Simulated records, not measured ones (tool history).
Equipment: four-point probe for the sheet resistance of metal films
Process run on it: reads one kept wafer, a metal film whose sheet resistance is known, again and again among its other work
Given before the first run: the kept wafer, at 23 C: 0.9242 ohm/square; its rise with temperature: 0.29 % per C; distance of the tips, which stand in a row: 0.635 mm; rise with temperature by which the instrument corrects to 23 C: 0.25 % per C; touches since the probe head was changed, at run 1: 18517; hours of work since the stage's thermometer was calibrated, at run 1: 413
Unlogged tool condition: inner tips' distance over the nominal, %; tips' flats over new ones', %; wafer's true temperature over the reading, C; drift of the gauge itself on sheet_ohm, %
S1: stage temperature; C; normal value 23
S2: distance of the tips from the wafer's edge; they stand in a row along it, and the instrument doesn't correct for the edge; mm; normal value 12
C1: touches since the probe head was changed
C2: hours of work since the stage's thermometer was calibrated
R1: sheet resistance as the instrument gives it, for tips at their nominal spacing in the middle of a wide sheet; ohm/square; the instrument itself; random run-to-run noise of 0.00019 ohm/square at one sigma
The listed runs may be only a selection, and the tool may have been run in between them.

{"run": 1, "hour": 0.0, "S1": 23, "S2": 12, "C1": 18517, "C2": 413, "R1": 0.928102}
{"run": 2, "hour": 23.1, "S1": 23, "S2": 12, "C1": 19393, "C2": 430, "R1": 0.928219}
{"run": 3, "hour": 42.2, "S1": 32, "S2": 12, "C1": 20121, "C2": 444, "R1": 0.931199}
{"run": 4, "hour": 68.8, "S1": 21, "S2": 12, "C1": 21131, "C2": 464, "R1": 0.927589}
{"run": 5, "hour": 91.4, "S1": 21, "S2": 12, "C1": 21990, "C2": 481, "R1": 0.927244}
{"run": 6, "hour": 116.6, "S1": 21, "S2": 12, "C1": 22946, "C2": 500, "R1": 0.927163}
{"run": 7, "hour": 136.2, "S1": 21, "S2": 12, "C1": 23693, "C2": 514, "R1": 0.926925}
{"run": 8, "hour": 147.8, "S1": 21, "S2": 12, "C1": 24131, "C2": 523, "R1": 0.927111}
{"run": 9, "hour": 170.3, "S1": 21, "S2": 12, "C1": 24988, "C2": 540, "R1": 0.926928}
{"run": 10, "hour": 191.6, "S1": 21, "S2": 12, "C1": 25796, "C2": 556, "R1": 0.926884}
{"run": 11, "hour": 209.9, "S1": 23, "S2": 12, "C1": 26490, "C2": 569, "R1": 0.927631}
{"run": 12, "hour": 236.2, "S1": 23, "S2": 18, "C1": 27490, "C2": 589, "R1": 0.926868}
{"run": 13, "hour": 247.7, "S1": 21, "S2": 18, "C1": 27929, "C2": 597, "R1": 0.926065}
{"run": 14, "hour": 274.4, "S1": 21, "S2": 18, "C1": 28942, "C2": 617, "R1": 0.926331}
{"run": 15, "hour": 294.0, "S1": 21, "S2": 18, "C1": 29688, "C2": 632, "R1": 0.92574}
{"run": 16, "hour": 321.4, "S1": 21, "S2": 18, "C1": 30727, "C2": 652, "R1": 0.926074}
{"run": 17, "hour": 341.0, "S1": 21, "S2": 18, "C1": 31473, "C2": 667, "R1": 0.92565}
{"run": 18, "hour": 362.7, "S1": 21, "S2": 18, "C1": 32295, "C2": 683, "R1": 0.925496}
{"run": 19, "hour": 384.8, "S1": 23, "S2": 12, "C1": 33135, "C2": 699, "R1": 0.927272}
{"run": 20, "hour": 396.0, "S1": 23, "S2": 12, "C1": 33563, "C2": 708, "R1": 0.927069}
{"run": 21, "hour": 423.8, "S1": 23, "S2": 12, "C1": 34617, "C2": 728, "R1": 0.927215}
{"run": 22, "hour": 443.8, "S1": 23, "S2": 5, "C1": 35377, "C2": 743, "R1": 0.933468}
{"run": 23, "hour": 465.6, "S1": 23, "S2": 30, "C1": 36205, "C2": 759, "R1": 0.92559}
{"run": 24, "hour": 493.6, "S1": 25, "S2": 4, "C1": 37268, "C2": 780, "R1": 0.938605}
{"run": 25, "hour": 510.9, "S1": 28, "S2": 14, "C1": 37927, "C2": 793, "R1": 0.928272}
{"run": 26, "hour": 525.4, "S1": 28, "S2": 14, "C1": 38478, "C2": 804, "R1": 0.928285}
{"run": 27, "hour": 537.2, "S1": 21, "S2": 4, "C1": 38926, "C2": 813, "R1": 0.93706}
{"run": 28, "hour": 560.1, "S1": 34, "S2": 40, "C1": 39796, "C2": 830, "R1": 0.929263}
{"run": 29, "hour": 586.3, "S1": 34, "S2": 40, "C1": 40791, "C2": 849, "R1": 0.928971}
{"run": 30, "hour": 601.3, "S1": 32, "S2": 36, "C1": 41362, "C2": 860, "R1": 0.928353}
{"run": 31, "hour": 617.0, "S1": 22, "S2": 4, "C1": 41957, "C2": 872, "R1": 0.937159}
{"run": 32, "hour": 643.2, "S1": 22, "S2": 47, "C1": 42951, "C2": 892, "R1": 0.92506}
{"run": 33, "hour": 665.3, "S1": 22, "S2": 47, "C1": 43791, "C2": 908, "R1": 0.924615}
{"run": 34, "hour": 684.9, "S1": 24, "S2": 7, "C1": 44537, "C2": 923, "R1": 0.929297}
{"run": 35, "hour": 703.3, "S1": 21, "S2": 36, "C1": 45235, "C2": 936, "R1": 0.924257}
{"run": 36, "hour": 721.6, "S1": 23, "S2": 48, "C1": 45932, "C2": 950, "R1": 0.924811}
{"run": 37, "hour": 735.2, "S1": 21, "S2": 68, "C1": 46448, "C2": 960, "R1": 0.923984}
{"run": 38, "hour": 754.8, "S1": 21, "S2": 68, "C1": 47193, "C2": 975, "R1": 0.923602}
{"run": 39, "hour": 782.7, "S1": 28, "S2": 57, "C1": 48254, "C2": 995, "R1": 0.926389}
{"run": 40, "hour": 796.9, "S1": 28, "S2": 57, "C1": 48791, "C2": 1006, "R1": 0.925992}

Table of differences, measured result less the result of that run with no hidden state. Run-to-run variation is the same in both. Gauge scatter possibly is not:
run=1 R1=+0.002714
run=2 R1=+0.002645
run=3 R1=+0.002584
run=4 R1=+0.002499
run=5 R1=+0.002431
run=6 R1=+0.002347
run=7 R1=+0.002287
run=8 R1=+0.002252
run=9 R1=+0.002180
run=10 R1=+0.002115
run=11 R1=+0.002060
run=12 R1=+0.001978
run=13 R1=+0.001940
run=14 R1=+0.001861
run=15 R1=+0.001799
run=16 R1=+0.001721
run=17 R1=+0.001654
run=18 R1=+0.001587
run=19 R1=+0.001524
run=20 R1=+0.001486
run=21 R1=+0.001398
run=22 R1=+0.001347
run=23 R1=+0.001264
run=24 R1=+0.001190
run=25 R1=+0.001119
run=26 R1=+0.001077
run=27 R1=+0.001065
run=28 R1=+0.000969
run=29 R1=+0.000894
run=30 R1=+0.000854
run=31 R1=+0.000830
run=32 R1=+0.000739
run=33 R1=+0.000677
run=34 R1=+0.000620
run=35 R1=+0.000561
run=36 R1=+0.000500
run=37 R1=+0.000460
run=38 R1=+0.000410
run=39 R1=+0.000312
run=40 R1=+0.000264
